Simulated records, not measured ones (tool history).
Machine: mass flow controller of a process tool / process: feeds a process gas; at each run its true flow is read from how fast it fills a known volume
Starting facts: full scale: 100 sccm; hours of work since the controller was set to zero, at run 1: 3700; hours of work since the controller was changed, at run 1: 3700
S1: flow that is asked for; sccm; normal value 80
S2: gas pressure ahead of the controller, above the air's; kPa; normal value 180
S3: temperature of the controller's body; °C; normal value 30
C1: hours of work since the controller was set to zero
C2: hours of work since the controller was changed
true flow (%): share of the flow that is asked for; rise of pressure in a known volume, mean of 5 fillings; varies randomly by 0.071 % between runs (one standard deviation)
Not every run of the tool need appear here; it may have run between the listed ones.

run 1 day=0 | S1=80 S2=180 S3=30 | C1=3700 C2=3700 | true_flow_(%)=100.55
run 2 day=14.842 | S1=80 S2=180 S3=30 | C1=3855 C2=3855 | true_flow_(%)=100.46
run 3 day=24.846 | S1=80 S2=180 S3=30 | C1=3960 C2=3960 | true_flow_(%)=100.47
run 4 day=38.688 | S1=80 S2=180 S3=30 | C1=4104 C2=4104 | true_flow_(%)=100.47
run 5 day=53.958 | S1=80 S2=166 S3=30 | C1=4264 C2=4264 | true_flow_(%)=100.44
run 6 day=64.842 | S1=80 S2=180 S3=30 | C1=4378 C2=4378 | true_flow_(%)=100.31
run 7 day=76.496 | S1=80 S2=180 S3=30 | C1=4499 C2=4499 | true_flow_(%)=100.38
run 8 day=85.738 | S1=80 S2=180 S3=30 | C1=4596 C2=4596 | true_flow_(%)=100.15
run 9 day=99.679 | S1=80 S2=180 S3=30 | C1=4742 C2=4742 | true_flow_(%)=100.17
run 10 day=110.908 | S1=80 S2=180 S3=40 | C1=4859 C2=4859 | true_flow_(%)=101.25
run 11 day=120.733 | S1=80 S2=180 S3=30 | C1=4962 C2=4962 | true_flow_(%)=100.13
run 12 day=127.733 | S1=80 S2=180 S3=30 | C1=5035 C2=5035 | true_flow_(%)=100.02
run 13 day=143.304 | S1=80 S2=161 S3=30 | C1=5197 C2=5197 | true_flow_(%)=100.11
-- day=148.233 controller exchanged for a calibrated one
run 14 day=153.954 | S1=80 S2=161 S3=30 | C1=60 C2=60 | true_flow_(%)=100.09
run 15 day=166.071 | S1=80 S2=161 S3=30 | C1=186 C2=186 | true_flow_(%)=100.1
run 16 day=178.875 | S1=80 S2=161 S3=30 | C1=320 C2=320 | true_flow_(%)=100
run 17 day=194.796 | S1=50 S2=161 S3=30 | C1=487 C2=487 | true_flow_(%)=99.84
run 18 day=206.612 | S1=80 S2=161 S3=30 | C1=610 C2=610 | true_flow_(%)=99.79
run 19 day=220.975 | S1=80 S2=161 S3=30 | C1=760 C2=760 | true_flow_(%)=99.72
run 20 day=234.846 | S1=80 S2=161 S3=30 | C1=905 C2=905 | true_flow_(%)=99.8
run 21 day=244.429 | S1=80 S2=142 S3=30 | C1=1005 C2=1005 | true_flow_(%)=99.83
run 22 day=259.292 | S1=13 S2=142 S3=30 | C1=1160 C2=1160 | true_flow_(%)=99.43
run 23 day=266.604 | S1=80 S2=180 S3=30 | C1=1237 C2=1237 | true_flow_(%)=99.44
run 24 day=278.8 | S1=80 S2=231 S3=30 | C1=1364 C2=1364 | true_flow_(%)=99.16
run 25 day=292.3 | S1=15 S2=174 S3=26 | C1=1505 C2=1505 | true_flow_(%)=98.71
-- day=293.125 gauge calibrated
run 26 day=299.762 | S1=44 S2=240 S3=38 | C1=1583 C2=1583 | true_flow_(%)=100.7
run 27 day=306.729 | S1=10 S2=240 S3=38 | C1=1656 C2=1656 | true_flow_(%)=100.62
run 28 day=320.088 | S1=80 S2=183 S3=21 | C1=1796 C2=1796 | true_flow_(%)=99.4
run 29 day=335.592 | S1=47 S2=198 S3=30 | C1=1958 C2=1958 | true_flow_(%)=100.11
run 30 day=348.362 | S1=20 S2=180 S3=31 | C1=2091 C2=2091 | true_flow_(%)=100.17
run 31 day=357.283 | S1=20 S2=187 S3=31 | C1=2184 C2=2184 | true_flow_(%)=100.03
run 32 day=370.742 | S1=20 S2=166 S3=34 | C1=2325 C2=2325 | true_flow_(%)=100.5
run 33 day=380.892 | S1=67 S2=180 S3=20 | C1=2431 C2=2431 | true_flow_(%)=99.16
run 34 day=391.812 | S1=67 S2=180 S3=20 | C1=2545 C2=2545 | true_flow_(%)=99.02
run 35 day=398.467 | S1=67 S2=251 S3=21 | C1=2615 C2=2615 | true_flow_(%)=98.62
run 36 day=412.996 | S1=94 S2=157 S3=34 | C1=2766 C2=2766 | true_flow_(%)=100.48
run 37 day=421.488 | S1=94 S2=157 S3=34 | C1=2855 C2=2855 | true_flow_(%)=100.65
run 38 day=432.767 | S1=94 S2=157 S3=34 | C1=2973 C2=2973 | true_flow_(%)=100.65
run 39 day=439.638 | S1=18 S2=143 S3=22 | C1=3045 C2=3045 | true_flow_(%)=99.21
run 40 day=452.675 | S1=18 S2=143 S3=22 | C1=3181 C2=3181 | true_flow_(%)=99.1
run 41 day=468.538 | S1=57 S2=279 S3=27 | C1=3347 C2=3347 | true_flow_(%)=98.99
run 42 day=481.633 | S1=29 S2=219 S3=26 | C1=3484 C2=3484 | true_flow_(%)=98.99
run 43 day=490.046 | S1=29 S2=219 S3=26 | C1=3572 C2=3572 | true_flow_(%)=98.79
run 44 day=498.271 | S1=29 S2=221 S3=26 | C1=3657 C2=3657 | true_flow_(%)=98.86
run 45 day=507.788 | S1=29 S2=219 S3=26 | C1=3757 C2=3757 | true_flow_(%)=98.76
run 46 day=523.046 | S1=29 S2=219 S3=26 | C1=3916 C2=3916 | true_flow_(%)=98.79
run 47 day=532.283 | S1=29 S2=230 S3=29 | C1=4013 C2=4013 | true_flow_(%)=99.07

Predict each of these 4 candidate next runs independently; none follows another, all start after run 47:
run A day=545.446 | S1=80 S2=156 S3=24 | C1=4150 C2=4150 | true_flow_(%)=?
run B day=545.446 | S1=12 S2=162 S3=21 | C1=4150 C2=4150 | true_flow_(%)=?
run C day=545.446 | S1=58 S2=272 S3=36 | C1=4150 C2=4150 | true_flow_(%)=?
run D day=545.446 | S1=11 S2=230 S3=29 | C1=4150 C2=4150 | true_flow_(%)=?

run=A true_flow_(%)=99.06
run=B true_flow_(%)=98.43
run=C true_flow_(%)=99.52
run=D true_flow_(%)=98.86
Without the tool's hidden state the same runs would have given:
run=A true_flow_(%)=100.04
run=B true_flow_(%)=99.39
run=C true_flow_(%)=100.51
run=D true_flow_(%)=99.83
